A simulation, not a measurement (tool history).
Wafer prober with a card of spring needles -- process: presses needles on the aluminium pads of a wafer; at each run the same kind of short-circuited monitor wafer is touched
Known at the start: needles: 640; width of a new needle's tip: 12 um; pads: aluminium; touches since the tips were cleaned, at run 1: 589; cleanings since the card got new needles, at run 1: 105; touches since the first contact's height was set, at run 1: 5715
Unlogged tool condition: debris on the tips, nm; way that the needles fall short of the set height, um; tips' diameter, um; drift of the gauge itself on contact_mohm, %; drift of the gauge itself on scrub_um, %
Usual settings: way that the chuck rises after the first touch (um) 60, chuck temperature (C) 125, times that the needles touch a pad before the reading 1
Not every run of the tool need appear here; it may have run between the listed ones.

run	hour	way that the chuck rises after the first touch (um)	chuck temperature (C)	times that the needles touch a pad before the reading	touches since the tips were cleaned	cleanings since the card got new needles	touches since the first contact's height was set	resistance of one needle with its contact and lead (mohm)	way that a needle slides on the pad (um)
1	0.0	60	125	1	589	105	5715	284	9.69
# hour 7.4: tips cleaned on abrasive film
# hour 16.0: tips cleaned on abrasive film
2	23.8	60	125	1	3271	107	15574	291	9.80
# hour 25.9: tips cleaned on abrasive film
# hour 35.9: tips cleaned on abrasive film
# hour 44.9: tips cleaned on abrasive film
3	46.1	60	125	1	509	110	24780	281	9.65
# hour 53.8: tips cleaned on abrasive film
# hour 62.9: tips cleaned on abrasive film
4	66.2	60	125	1	1382	112	33101	284	9.63
# hour 73.0: tips cleaned on abrasive film
5	76.7	60	125	1	1517	113	37408	285	9.57
# hour 81.6: tips cleaned on abrasive film
# hour 91.7: tips cleaned on abrasive film
# hour 100.4: tips cleaned on abrasive film
6	102.3	60	125	1	765	116	47979	282	9.63
# hour 109.2: tips cleaned on abrasive film
# hour 117.9: tips cleaned on abrasive film
7	122.2	60	125	1	1797	118	56223	287	9.52
# hour 127.4: tips cleaned on abrasive film
# hour 137.6: tips cleaned on abrasive film
8	145.4	60	125	1	3266	120	65831	294	9.53
# hour 147.2: tips cleaned on abrasive film
# hour 155.6: tips cleaned on abrasive film
9	160.2	60	125	1	1941	122	71938	290	9.50
# hour 164.4: tips cleaned on abrasive film
# hour 173.4: tips cleaned on abrasive film
10	179.8	60	112	1	2701	124	80051	291	9.47
# hour 182.3: tips cleaned on abrasive film
# hour 191.1: tips cleaned on abrasive film
11	191.1	60	125	1	0	126	84686	280	9.44
# hour 199.6: tips cleaned on abrasive film
# hour 207.9: tips cleaned on abrasive film
12	212.2	46	125	3	1782	128	93400	292	7.12
# hour 217.3: tips cleaned on abrasive film
# hour 226.3: tips cleaned on abrasive film
# hour 235.0: tips cleaned on abrasive film
13	235.0	70	63	2	0	131	102821	259	10.96
# hour 243.9: tips cleaned on abrasive film
14	246.3	46	125	2	995	132	107485	295	7.06
# hour 252.4: tips cleaned on abrasive film
15	260.5	43	125	2	3351	133	113366	309	6.45
# hour 262.6: tips cleaned on abrasive film
# hour 271.8: tips cleaned on abrasive film
16	274.1	43	70	1	951	135	118978	289	6.52
# hour 281.5: tips cleaned on abrasive film
# hour 290.9: tips cleaned on abrasive film
17	296.7	73	70	3	2395	137	128317	264	11.38

The next listed run, before its measurement:
# hour 300.3: tips cleaned on abrasive film
# hour 309.3: tips cleaned on abrasive film
18	313.2	73	70	3	1623	139	135137	?	?

resistance of one needle with its contact and lead (mohm): 266
way that a needle slides on the pad (um): 11.44
With the hidden condition absent and the run-to-run variation left alone, this run would have shown resistance of one needle with its contact and lead (mohm) 258, way that a needle slides on the pad (um) 12.02.

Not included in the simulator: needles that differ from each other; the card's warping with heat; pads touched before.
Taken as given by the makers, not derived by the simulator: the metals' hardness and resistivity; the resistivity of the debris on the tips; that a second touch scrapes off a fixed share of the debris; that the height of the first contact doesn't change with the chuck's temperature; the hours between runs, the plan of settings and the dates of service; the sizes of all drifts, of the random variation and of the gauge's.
